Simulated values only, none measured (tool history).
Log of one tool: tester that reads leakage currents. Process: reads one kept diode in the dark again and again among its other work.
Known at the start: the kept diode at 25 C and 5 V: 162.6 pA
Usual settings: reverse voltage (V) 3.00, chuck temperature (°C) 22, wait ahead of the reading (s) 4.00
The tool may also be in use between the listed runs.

run    hour  reverse voltage (V)  chuck temperature (°C)  wait ahead of the reading (s)  current that the tester gives (pA)
  1     0.0                 3.00                      22                           4.00                              109.10
      114.1  -- tester calibrated
  2   146.9                 3.00                      22                           4.00                              112.25
      194.6  -- probe card cleaned and baked
  3   377.2                 3.00                      22                           4.00                              108.17
  4   628.4                 3.00                      22                           4.00                              109.84
  5   862.0                 3.00                      22                           4.00                              110.35
  6  1025.4                 3.00                      22                           1.33                              112.51
  7  1257.9                 3.00                      22                           1.33                              114.17
  8  1374.2                 3.00                      22                           4.00                              114.39
  9  1498.7                 3.00                      22                           4.00                              115.38
     1638.1  -- chuck's temperature calibrated
 10  1738.4                 3.00                      22                           4.00                              120.07
 11  1863.5                 3.00                      22                           4.00                              119.97
 12  1991.4                 3.00                      22                           2.41                              120.53
 13  2209.0                 3.00                      22                           4.00                              122.81
     2398.5  -- chuck's temperature calibrated, once more
 14  2427.9                 3.00                      22                           4.00                              107.43
 15  2649.3                 3.00                      22                           4.00                              109.41
 16  2869.6                 3.00                      22                           4.00                              110.25
 17  3007.6                 3.00                      22                           4.00                              111.11
 18  3118.8                 3.00                      22                           4.00                              112.08
 19  3253.6                 3.00                      22                           4.00                              112.68
 20  3415.5                 3.00                      22                           4.00                              114.87
 21  3652.3                 4.51                      22                           0.42                              141.70
 22  3759.0                 6.74                      22                           0.72                              170.70
 23  3870.8                 1.76                      22                           0.56                               91.39
 24  4062.6                 3.00                      24                           0.87                              136.58
 25  4306.3                 3.00                      24                           0.87                              138.77
 26  4428.9                 3.00                      24                           0.87                              139.72
     4474.6  -- chuck's temperature calibrated
     4547.3  -- probe card cleaned and baked
 27  4574.8                 3.00                      24                           0.87                              120.59
 28  4679.2                 3.00                      24                           0.87                              121.29
 29  4939.2                 3.00                      31                           6.24                              204.18
 30  5106.6                 3.00                      31                           6.24                              205.31
 31  5340.8                 1.77                      22                           3.92                               85.39
 32  5591.8                 3.08                      58                           7.27                             1219.26
 33  5786.1                 7.17                      58                           2.48                             1787.76
 34  6027.1                 1.56                      47                           1.48                              469.14
 35  6169.4                 1.56                      47                           1.48                              472.73
 36  6323.0                 1.56                      22                           2.14                               85.05
 37  6524.9                19.28                      22                           0.70                              277.10
     6572.3  -- chuck's temperature calibrated
 38  6656.5                 4.76                      29                           0.47                              217.92
 39  6873.2                 4.76                      24                           1.07                              153.07

Forecast each of these 4 alternatives for the next run:
  A  6979.4                 4.76                      30                           1.07                                   ?
  B  6979.4                 1.07                      38                           2.03                                   ?
  C  6979.4                 4.76                      28                           5.75                                   ?
  D  6979.4                 3.55                      51                           1.60                                   ?

run  current that the tester gives (pA)
  A                              235.50
  B                              210.97
  C                              203.82
  D                              826.73
Without the tool's hidden state the same runs would have given:
run  current that the tester gives (pA)
  A                              229.38
  B                              208.69
  C                              197.84
  D                              819.70
